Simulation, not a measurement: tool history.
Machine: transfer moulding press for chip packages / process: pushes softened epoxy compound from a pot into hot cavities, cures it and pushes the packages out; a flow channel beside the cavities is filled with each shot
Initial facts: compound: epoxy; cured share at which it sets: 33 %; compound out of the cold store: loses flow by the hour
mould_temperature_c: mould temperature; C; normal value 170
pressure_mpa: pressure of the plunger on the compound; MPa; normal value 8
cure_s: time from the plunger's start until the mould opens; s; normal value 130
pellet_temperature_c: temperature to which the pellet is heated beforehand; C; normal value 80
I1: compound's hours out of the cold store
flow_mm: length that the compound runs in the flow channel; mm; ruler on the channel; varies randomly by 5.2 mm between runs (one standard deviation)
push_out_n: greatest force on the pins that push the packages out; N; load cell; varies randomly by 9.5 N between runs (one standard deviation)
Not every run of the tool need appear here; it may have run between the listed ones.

Run 1, hour 0: usual settings; I1 32.2. Result: flow_mm 861 mm, push_out_n 440 N.
Run 2, hour 22.8: usual settings but mould_temperature_c 166 C; I1 25.8. Result: flow_mm 905 mm, push_out_n 526 N.
Run 3, hour 37.4: usual settings but pressure_mpa 9.33 MPa; I1 36.5. Result: flow_mm 896 mm, push_out_n 428 N.
At hour 53: cavities cleaned with cleaning compound and waxed.
Run 4, hour 69.7: usual settings but pressure_mpa 9.33 MPa; I1 33.2. Result: flow_mm 928 mm, push_out_n 445 N.
Run 5, hour 92.2: usual settings but pressure_mpa 9.33 MPa; I1 40.7. Result: flow_mm 882 mm, push_out_n 435 N.
At hour 110.3: cavities cleaned with cleaning compound and waxed.
Run 6, hour 122.2: usual settings but pressure_mpa 9.33 MPa, cure_s 133 s; I1 27.1. Result: flow_mm 947 mm, push_out_n 436 N.
Run 7, hour 152.6: usual settings but pressure_mpa 9.33 MPa, cure_s 133 s; I1 21.2. Result: flow_mm 980 mm, push_out_n 424 N.
At hour 166.4: cavities cleaned with cleaning compound and waxed.
Run 8, hour 181.7: usual settings; I1 8.6. Result: flow_mm 971 mm, push_out_n 465 N.
Run 9, hour 198.5: usual settings but pellet_temperature_c 84 C; I1 20.4. Result: flow_mm 905 mm, push_out_n 450 N.
Run 10, hour 217.6: usual settings but pellet_temperature_c 84 C; I1 30.6. Result: flow_mm 864 mm, push_out_n 424 N.
At hour 223.2: cavities cleaned with cleaning compound and waxed.
Run 11, hour 233.9: usual settings but pressure_mpa 8.79 MPa; I1 37.6. Result: flow_mm 875 mm, push_out_n 436 N.
Run 12, hour 259.6: usual settings; I1 35.3. Result: flow_mm 848 mm, push_out_n 435 N.
Run 13, hour 274.4: usual settings; I1 21.6. Result: flow_mm 911 mm, push_out_n 428 N.
At hour 280.7: cavities cleaned with cleaning compound and waxed.
Run 14, hour 306.3: usual settings; I1 21.7. Result: flow_mm 910 mm, push_out_n 438 N.
Run 15, hour 320.5: usual settings; I1 12.9. Result: flow_mm 944 mm, push_out_n 461 N.
At hour 337.6: cavities cleaned with cleaning compound and waxed.
Run 16, hour 348.8: usual settings; I1 33.6. Result: flow_mm 855 mm, push_out_n 434 N.
Run 17, hour 375.2: usual settings but pressure_mpa 6.53 MPa, pellet_temperature_c 87 C; I1 45.2. Result: flow_mm 731 mm, push_out_n 425 N.
At hour 394.1: cavities cleaned with cleaning compound and waxed.
Run 18, hour 403: usual settings but cure_s 151 s; I1 33.3. Result: flow_mm 847 mm, push_out_n 407 N.
At hour 416.9: plunger's sealing rings changed.
Run 19, hour 423.2: usual settings but cure_s 151 s; I1 43.1. Result: flow_mm 808 mm, push_out_n 395 N.
At hour 452.8: cavities cleaned with cleaning compound and waxed.
Run 20, hour 454.4: usual settings but mould_temperature_c 163 C, pressure_mpa 7.02 MPa, cure_s 151 s, pellet_temperature_c 83 C; I1 32.3. Result: flow_mm 826 mm, push_out_n 466 N.
Run 21, hour 473.8: usual settings but mould_temperature_c 163 C, cure_s 121 s; I1 44.8. Result: flow_mm 823 mm, push_out_n 685 N.
Run 22, hour 500.1: usual settings but mould_temperature_c 163 C, cure_s 121 s; I1 9.4. Result: flow_mm 992 mm, push_out_n 798 N.
At hour 510.7: cavities cleaned with cleaning compound and waxed.
Run 23, hour 530.1: usual settings but mould_temperature_c 176 C, pressure_mpa 6.8 MPa, cure_s 115 s; I1 29.6. Result: flow_mm 787 mm, push_out_n 431 N.
Run 24, hour 550.1: usual settings but mould_temperature_c 175 C, pressure_mpa 6.8 MPa, cure_s 115 s; I1 18.4. Result: flow_mm 841 mm, push_out_n 433 N.
At hour 568.6: cavities cleaned with cleaning compound and waxed.
Run 25, hour 574.4: usual settings but mould_temperature_c 175 C, pressure_mpa 6.8 MPa, cure_s 115 s; I1 46.7. Result: flow_mm 729 mm, push_out_n 423 N.
Run 26, hour 597.9: usual settings but pressure_mpa 7.55 MPa, cure_s 158 s, pellet_temperature_c 87 C; I1 26.1. Result: flow_mm 861 mm, push_out_n 399 N.
Run 27, hour 618.1: usual settings but mould_temperature_c 175 C, pressure_mpa 9.03 MPa, cure_s 142 s, pellet_temperature_c 88 C; I1 43.7. Result: flow_mm 849 mm, push_out_n 396 N.
At hour 624.6: cavities cleaned with cleaning compound and waxed.
Run 28, hour 634: usual settings but mould_temperature_c 175 C, pressure_mpa 9.03 MPa, cure_s 142 s, pellet_temperature_c 88 C; I1 20.1. Result: flow_mm 950 mm, push_out_n 408 N.

Below are 4 alternative next runs, each starting from the tool's condition after run 28. Predict each:
Run A, hour 656.8: usual settings but mould_temperature_c 175 C, pressure_mpa 6.16 MPa, cure_s 134 s, pellet_temperature_c 88 C; I1 41.5. Result: flow_mm ?, push_out_n ?.
Run B, hour 656.8: usual settings but pressure_mpa 9.12 MPa, pellet_temperature_c 86 C; I1 10.4. Result: flow_mm ?, push_out_n ?.
Run C, hour 656.8: usual settings but mould_temperature_c 162 C, pressure_mpa 9.03 MPa, cure_s 148 s, pellet_temperature_c 88 C; I1 36.6. Result: flow_mm ?, push_out_n ?.
Run D, hour 656.8: usual settings but mould_temperature_c 166 C, cure_s 163 s, pellet_temperature_c 73 C; I1 17. Result: flow_mm ?, push_out_n ?.

run  flow_mm  push_out_n
  A      709         400
  B     1033         437
  C      918         518
  D      939         399
With the hidden condition removed and each run's random variation left untouched, the same runs would have given:
run  flow_mm  push_out_n
  A      710         397
  B     1033         434
  C      919         514
  D      940         396
